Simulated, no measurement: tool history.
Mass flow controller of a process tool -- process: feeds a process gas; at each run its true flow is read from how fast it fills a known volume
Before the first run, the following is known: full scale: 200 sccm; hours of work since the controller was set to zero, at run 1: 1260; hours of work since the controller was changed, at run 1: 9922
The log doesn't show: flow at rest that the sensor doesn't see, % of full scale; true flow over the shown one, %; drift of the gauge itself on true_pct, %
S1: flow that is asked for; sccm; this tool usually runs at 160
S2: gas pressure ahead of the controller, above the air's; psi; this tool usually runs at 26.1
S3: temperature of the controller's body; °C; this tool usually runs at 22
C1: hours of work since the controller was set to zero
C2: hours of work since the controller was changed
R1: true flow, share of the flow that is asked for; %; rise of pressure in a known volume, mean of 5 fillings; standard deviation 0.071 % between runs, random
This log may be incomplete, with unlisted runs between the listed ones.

run    hour   S1    S2  S3    C1     C2      R1
  1     0.0  160  26.1  22  1260   9922   99.58
  2   320.0  160  26.1  22  1495  10157   99.80
  3   684.7  160  26.1  35  1763  10425   98.92
     1173.1  -- controller exchanged for a calibrated one
  4  1208.2  160  26.1  22    26     26   99.98
  5  1625.3  160  26.1  22   332    332  100.11
  6  1957.6  160  26.1  22   577    577  100.20
  7  2424.9   97  38.3  34   920    920   98.02
  8  2745.1   97  38.3  34  1155   1155   98.20
  9  3172.7   34  35.2  29  1470   1470   97.76
 10  3645.6   34  35.2  29  1817   1817   97.95
 11  4112.2  160  22.8  36  2160   2160  100.11
 12  4409.9  160  22.8  36  2379   2379  100.10

Take each entry between the runs: how does the hidden state at the last listed run before it differ from the hidden state at the first listed run after it?
Between runs 3 and 4: controller exchanged for a calibrated one (hour 1173.1)
  flow at rest that the sensor doesn't see, % of full scale: 0.001 -> 0; true flow over the shown one, %: -0.01 -> 0; drift of the gauge itself on true_pct, %: 0.21 -> 0.37
  measured less the result without the state, R1: +0.20 -> +0.37 %
